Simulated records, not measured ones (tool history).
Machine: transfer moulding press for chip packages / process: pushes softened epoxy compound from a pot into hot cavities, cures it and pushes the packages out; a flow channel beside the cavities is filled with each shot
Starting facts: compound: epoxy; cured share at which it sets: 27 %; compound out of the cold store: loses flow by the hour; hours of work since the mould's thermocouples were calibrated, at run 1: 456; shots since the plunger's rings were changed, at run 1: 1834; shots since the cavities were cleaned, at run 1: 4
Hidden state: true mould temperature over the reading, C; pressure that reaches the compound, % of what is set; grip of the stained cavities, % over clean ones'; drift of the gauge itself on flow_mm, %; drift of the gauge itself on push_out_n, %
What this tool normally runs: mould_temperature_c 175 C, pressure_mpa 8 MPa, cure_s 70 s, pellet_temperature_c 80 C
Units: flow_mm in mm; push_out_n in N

| run | hour | mould_temperature_c | pressure_mpa | cure_s | pellet_temperature_c | hours of work since the mould's thermocouples were calibrated | shots since the plunger's rings were changed | shots since the cavities were cleaned | incoming compound's hours out of the cold store | flow_mm | push_out_n |
|---|---|---|---|---|---|---|---|---|---|---|---|
| 1 | 0 | 175 | 8 | 70 | 80 | 456 | 1834 | 4 | 22.9 | 519 | 253 |
| 2 | 19.2 | 177 | 8 | 70 | 80 | 466 | 2077 | 247 | 22 | 515 | 349 |
|  | 34.9 | mould's thermocouples calibrated |
| 3 | 55.3 | 175 | 7.57 | 70 | 80 | 11 | 2509 | 679 | 38 | 479 | 452 |
|  | 68.4 | cavities cleaned with cleaning compound and waxed |
| 4 | 93.7 | 175 | 8 | 70 | 80 | 30 | 2975 | 319 | 36.5 | 493 | 380 |
| 5 | 130.2 | 175 | 8 | 70 | 80 | 49 | 3438 | 782 | 26.9 | 505 | 496 |
|  | 134.8 | cavities cleaned with cleaning compound and waxed |
| 6 | 148.9 | 175 | 8 | 70 | 80 | 58 | 3656 | 180 | 41.6 | 483 | 326 |
| 7 | 181.4 | 175 | 8 | 70 | 80 | 75 | 4067 | 591 | 22.4 | 509 | 465 |
|  | 202.7 | cavities cleaned with cleaning compound and waxed |
| 8 | 210.2 | 175 | 8 | 70 | 80 | 89 | 4412 | 94 | 39 | 477 | 294 |
| 9 | 246.6 | 175 | 8 | 70 | 80 | 108 | 4873 | 555 | 31.3 | 495 | 444 |
|  | 267.1 | plunger's sealing rings changed |
| 10 | 267.1 | 175 | 8 | 70 | 80 | 118 | 0 | 783 | 10.4 | 548 | 516 |
|  | 271.4 | cavities cleaned with cleaning compound and waxed |
| 11 | 301.1 | 175 | 8 | 70 | 80 | 135 | 411 | 376 | 28.7 | 519 | 421 |
| 12 | 330.4 | 175 | 8 | 71 | 80 | 150 | 781 | 746 | 23.6 | 526 | 491 |
|  | 339.2 | cavities cleaned with cleaning compound and waxed |
| 13 | 364.5 | 175 | 8 | 71 | 80 | 167 | 1194 | 320 | 11.6 | 541 | 405 |
| 14 | 392.8 | 175 | 8 | 70 | 80 | 182 | 1553 | 679 | 26 | 522 | 495 |
|  | 406.7 | cavities cleaned with cleaning compound and waxed |
| 15 | 426.1 | 167 | 8.75 | 90 | 80 | 199 | 1955 | 245 | 47.9 | 519 | 370 |
| 16 | 446 | 182 | 7.72 | 70 | 80 | 209 | 2207 | 497 | 28.6 | 481 | 340 |
|  | 474.6 | cavities cleaned with cleaning compound and waxed |
| 17 | 475.8 | 175 | 8.64 | 70 | 80 | 224 | 2565 | 15 | 19.5 | 541 | 252 |
| 18 | 511.4 | 175 | 7.04 | 104 | 87 | 242 | 3016 | 466 | 13.1 | 497 | 302 |
| 19 | 530.1 | 169 | 7.04 | 86 | 87 | 252 | 3252 | 702 | 14.4 | 507 | 460 |

Estimate the outcome of run 20 from the log above:
|  | 540.8 | cavities cleaned with cleaning compound and waxed |
| 20 | 566.9 | 175 | 6.48 | 70 | 80 | 271 | 3699 | 331 | 11.8 | ? | ? |

flow_mm: 473 mm
push_out_n: 436 N
Were there no unlogged condition in the tool, this run, its random variation unchanged, would have produced flow_mm 491 mm, push_out_n 243 N.
